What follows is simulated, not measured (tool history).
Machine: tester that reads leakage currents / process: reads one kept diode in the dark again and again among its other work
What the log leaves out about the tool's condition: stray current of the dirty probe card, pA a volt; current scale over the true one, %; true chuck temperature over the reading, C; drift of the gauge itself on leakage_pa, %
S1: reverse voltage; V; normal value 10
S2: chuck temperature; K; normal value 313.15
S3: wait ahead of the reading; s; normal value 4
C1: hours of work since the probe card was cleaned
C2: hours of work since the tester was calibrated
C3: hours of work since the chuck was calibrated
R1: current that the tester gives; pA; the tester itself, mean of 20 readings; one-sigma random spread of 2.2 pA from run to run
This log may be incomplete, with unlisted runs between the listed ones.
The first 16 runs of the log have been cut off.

run	hour	S1	S2	S3	C1	C2	C3	R1
17	3262	10	313.15	4	1777	5420	891	659.5
# hour 3399.3: tester calibrated
18	3451	6.6	313.15	4	1902	35	1017	521.56
19	3714.5	6.6	313.15	4	2079	212	1194	511.15
20	3859.7	10	313.15	0.67	2177	309	1291	647.17
21	4095.8	4	313.15	1.82	2335	468	1450	372.97
22	4339.9	4.6	330.15	2.22	2499	632	1614	1440.07
23	4493.5	4.8	294.15	0.6	2603	735	1717	84.11
# hour 4609.2: chuck's temperature calibrated
24	4748.5	19.7	294.15	9.42	2773	905	94	230.49
25	5018.1	3.7	319.15	2.58	2954	1086	275	629.87
# hour 5071.6: probe card cleaned and baked
26	5238.6	3.7	321.15	2.58	112	1232	421	722.2
27	5383.2	3.7	321.15	2.58	209	1330	518	714.16
28	5607.1	1.4	297.15	4.69	360	1480	668	56.57
29	5824	15	313.15	5.32	506	1626	814	839.16
30	6038.4	3.3	327.15	4	650	1770	958	1000.31
31	6289.2	1.4	297.15	4	818	1938	1127	53.94
32	6503.9	2.1	325.15	0.53	962	2083	1271	646.8
33	6756.1	11.3	320.15	0.8	1132	2252	1440	1163.43
34	6941.8	11.3	330.15	3.46	1257	2377	1565	2394.49
35	7149.8	10	313.15	0.87	1396	2517	1705	612.68
# hour 7284.7: chuck's temperature calibrated
36	7397.5	5	313.15	0.52	1561	2682	76	484.88
37	7583.9	6.6	318.15	3.17	1687	2807	201	813.42
38	7726	6.6	318.15	3.17	1782	2902	297	813.28
39	7909.1	10.6	302.15	4	1905	3025	420	294.15

Predict each of these 4 candidate next runs independently; none follows another, all start after run 39:
A	8076.2	8.9	313.15	4	2017	3138	532	?
B	8076.2	3.5	301.15	9.75	2017	3138	532	?
C	8076.2	6.4	302.15	2.89	2017	3138	532	?
D	8076.2	1.3	302.15	1.01	2017	3138	532	?

run	R1
A	640.84
B	140.05
C	216.81
D	85.53
What these runs would have given with no unlogged condition in the tool:
run	R1
A	677.39
B	147.74
C	228.02
D	90.68
